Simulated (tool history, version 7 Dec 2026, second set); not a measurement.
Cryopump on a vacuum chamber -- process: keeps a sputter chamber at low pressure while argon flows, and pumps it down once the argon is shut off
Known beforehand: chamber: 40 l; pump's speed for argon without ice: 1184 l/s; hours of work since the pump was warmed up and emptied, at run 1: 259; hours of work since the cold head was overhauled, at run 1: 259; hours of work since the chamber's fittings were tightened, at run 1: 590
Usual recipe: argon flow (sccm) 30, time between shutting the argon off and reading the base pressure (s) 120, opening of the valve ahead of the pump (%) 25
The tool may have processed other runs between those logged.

run	hour	argon flow (sccm)	time between shutting the argon off and reading the base pressure (s)	opening of the valve ahead of the pump (%)	hours of work since the pump was warmed up and emptied	hours of work since the cold head was overhauled	hours of work since the chamber's fittings were tightened	pressure while argon flows (Pa)	pressure after the wait (uPa)
1	0	30	120	25	259	259	590	0.1758	1.06
2	17.2	30	120	25	270	270	601	0.1757	1.04
3	26.3	30	120	25	276	276	607	0.1767	1
4	35.9	30	21	25	282	282	613	0.1758	3.8
5	45	30	21	25	288	288	619	0.1774	3.71
6	57.4	30	120	18	296	296	626	0.2424	1.03
7	73.1	30	59	25	306	306	636	0.1781	1.69
8	84.6	30	59	25	313	313	644	0.1762	1.6
9	95.4	30	30	25	320	320	651	0.1768	2.75
10	109.3	30	30	25	329	329	660	0.1753	2.78
11	126.3	30	30	25	340	340	670	0.1776	2.74
12	142.6	30	120	25	350	350	681	0.1786	1.08
13	161.1	30	120	25	362	362	693	0.1785	1.09
14	173	42	120	25	370	370	700	0.2495	1.1
15	192.4	30	120	25	382	382	712	0.1798	1.09
16	201.8	30	120	25	388	388	719	0.1783	1.13
17	215.9	30	62	25	397	397	727	0.1787	1.66
18	225.2	30	62	25	403	403	733	0.1786	1.64
19	242.6	50	207	34	414	414	745	0.2219	0.88
20	256.1	50	207	34	422	422	753	0.2216	0.92
21	271.2	50	207	34	432	432	763	0.2236	0.86
22	290.6	25	120	25	444	444	775	0.1506	1.14
23	303.2	21	120	25	453	453	783	0.1274	1.09
24	318.6	21	120	25	462	462	793	0.1255	1.09
# hour 324.7: pump warmed up, emptied and cooled again
25	342.2	21	74	25	11	474	805	0.1199	1.42
26	358.8	19	25	40	22	485	815	0.0692	3.31
27	369	19	293	60	28	491	822	0.0452	0.76
28	383.6	30	76	25	38	501	831	0.1734	1.4
29	392.3	26	120	25	43	506	837	0.1485	1.09
30	407.9	25	52	32	53	516	847	0.1118	1.83
31	426.3	25	52	32	65	528	858	0.1139	1.82
32	437.4	14	120	17	72	535	865	0.1169	1.12
33	455.6	14	120	46	83	546	877	0.045	1.1

Forecast run 34:
34	465	14	120	46	89	552	883	?	?

Run 34 gave pressure while argon flows (Pa) 0.0438, pressure after the wait (uPa) 1.09.
On a tool with no hidden condition, and with the same random variation, this run would have come out at pressure while argon flows (Pa) 0.0428, pressure after the wait (uPa) 0.81.

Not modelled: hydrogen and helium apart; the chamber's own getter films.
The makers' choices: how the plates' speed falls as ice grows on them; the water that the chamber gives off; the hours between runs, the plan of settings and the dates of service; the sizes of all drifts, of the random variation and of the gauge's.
